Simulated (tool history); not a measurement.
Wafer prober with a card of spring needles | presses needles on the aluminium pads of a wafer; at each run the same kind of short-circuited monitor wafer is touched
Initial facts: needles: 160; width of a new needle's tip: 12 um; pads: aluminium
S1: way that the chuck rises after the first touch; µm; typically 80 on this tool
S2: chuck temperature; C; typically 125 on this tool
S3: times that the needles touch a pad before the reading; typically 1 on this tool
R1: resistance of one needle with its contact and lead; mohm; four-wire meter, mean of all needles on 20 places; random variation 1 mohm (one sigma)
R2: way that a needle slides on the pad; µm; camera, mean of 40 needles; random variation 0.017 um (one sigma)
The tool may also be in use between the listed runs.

Run 1, hour 0.0: usual settings. Result: R1 259.0 mohm, R2 13.11 µm.
Run 2, hour 10.8: usual settings but S1 77 µm. Result: R1 259.6 mohm, R2 12.62 µm.
Run 3, hour 15.5: usual settings but S2 37 C. Result: R1 235.9 mohm, R2 13.16 µm.
Run 4, hour 21.8: usual settings but S2 37 C. Result: R1 234.3 mohm, R2 13.15 µm.
At hour 22.8: tips cleaned on abrasive film.
Run 5, hour 27.3: usual settings but S2 37 C. Result: R1 236.3 mohm, R2 13.14 µm.
Run 6, hour 35.4: usual settings but S1 60 µm, S2 37 C. Result: R1 235.8 mohm, R2 9.87 µm.
Run 7, hour 45.2: usual settings but S1 60 µm, S2 37 C. Result: R1 237.5 mohm, R2 9.88 µm.
Run 8, hour 51.6: usual settings but S1 60 µm, S2 37 C. Result: R1 236.6 mohm, R2 9.89 µm.
At hour 57.9: tips cleaned on abrasive film.
Run 9, hour 62.4: usual settings but S1 60 µm, S2 37 C. Result: R1 236.2 mohm, R2 9.88 µm.
Run 10, hour 69.5: usual settings but S1 69 µm, S2 62 C. Result: R1 240.8 mohm, R2 11.38 µm.
Run 11, hour 76.7: usual settings but S1 92 µm, S2 47 C. Result: R1 238.6 mohm, R2 15.23 µm.
Run 12, hour 87.5: usual settings but S2 82 C, S3 2. Result: R1 247.8 mohm, R2 13.23 µm.
At hour 92.7: tips cleaned on abrasive film.
Run 13, hour 97.1: usual settings but S1 63 µm. Result: R1 257.7 mohm, R2 10.45 µm.

Run 14, settings as shown, results not yet in. Your forecast:
Run 14, hour 103.3: usual settings but S1 97 µm, S2 42 C. Result: R1 ?, R2 ?.

Run 14 gave R1 236.7 mohm, R2 16.03 µm.
With the hidden condition absent and the run-to-run variation left alone, this run would have shown R1 236.4 mohm, R2 15.90 µm.
